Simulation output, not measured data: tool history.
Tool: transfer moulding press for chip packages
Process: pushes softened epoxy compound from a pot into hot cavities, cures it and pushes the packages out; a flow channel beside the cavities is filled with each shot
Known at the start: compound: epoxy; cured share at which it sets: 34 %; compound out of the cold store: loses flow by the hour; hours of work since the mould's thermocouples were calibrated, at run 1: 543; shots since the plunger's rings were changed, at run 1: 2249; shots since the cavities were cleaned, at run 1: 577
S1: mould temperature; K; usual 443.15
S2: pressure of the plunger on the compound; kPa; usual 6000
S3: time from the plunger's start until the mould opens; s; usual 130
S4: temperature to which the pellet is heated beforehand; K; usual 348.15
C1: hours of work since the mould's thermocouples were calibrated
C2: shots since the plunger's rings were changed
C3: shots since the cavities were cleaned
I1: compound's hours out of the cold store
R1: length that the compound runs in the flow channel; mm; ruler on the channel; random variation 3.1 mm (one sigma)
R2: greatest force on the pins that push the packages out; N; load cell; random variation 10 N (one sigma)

run	day	S1	S2	S3	S4	C1	C2	C3	I1	R1	R2
1	0.000	443.15	6000	130	348.15	543	2249	577	33.0	609	643
# day 0.504: cavities cleaned with cleaning compound and waxed
2	1.575	443.15	6000	130	348.15	568	2622	264	10.6	704	564
# day 3.321: cavities cleaned with cleaning compound and waxed
3	4.417	443.15	6000	130	354.15	614	3306	270	39.1	579	556
# day 5.088: mould's thermocouples calibrated
# day 6.267: cavities cleaned with cleaning compound and waxed
4	6.267	447.15	6000	130	354.15	18	3726	0	42.3	571	464
# day 6.562: plunger's sealing rings changed
5	8.679	447.15	6000	130	354.15	56	521	568	11.2	702	601
# day 9.271: cavities cleaned with cleaning compound and waxed
6	10.567	443.15	6000	130	348.15	86	971	320	45.8	568	587
# day 12.150: cavities cleaned with cleaning compound and waxed
7	13.338	443.15	6000	130	348.15	130	1637	293	38.2	598	584
8	14.858	443.15	6000	130	345.15	155	2011	667	14.6	688	648
# day 15.212: cavities cleaned with cleaning compound and waxed
9	16.229	443.15	6000	130	345.15	177	2333	250	24.9	639	581
10	17.571	443.15	6000	130	345.15	199	2664	581	28.2	625	651
# day 18.125: cavities cleaned with cleaning compound and waxed
# day 20.017: mould's thermocouples calibrated, once more
11	20.208	443.15	6000	130	345.15	3	3277	492	35.8	590	587
# day 21.008: cavities cleaned with cleaning compound and waxed
12	21.929	445.15	6000	130	345.15	30	3686	227	20.7	643	533
# day 22.538: plunger's sealing rings changed
# day 23.983: cavities cleaned with cleaning compound and waxed
13	25.288	445.15	6000	130	345.15	83	661	320	25.9	644	568
# day 26.967: cavities cleaned with cleaning compound and waxed
14	28.421	445.15	6000	130	346.15	133	1418	358	42.9	574	572

The next listed run, before its measurement:
# day 29.838: cavities cleaned with cleaning compound and waxed
15	30.671	443.15	6000	161	348.15	169	1957	206	44.3	?	?

R1: 575 mm
R2: 490 N
Without the tool's hidden state the same run would have given R1 586 mm, R2 423 N.
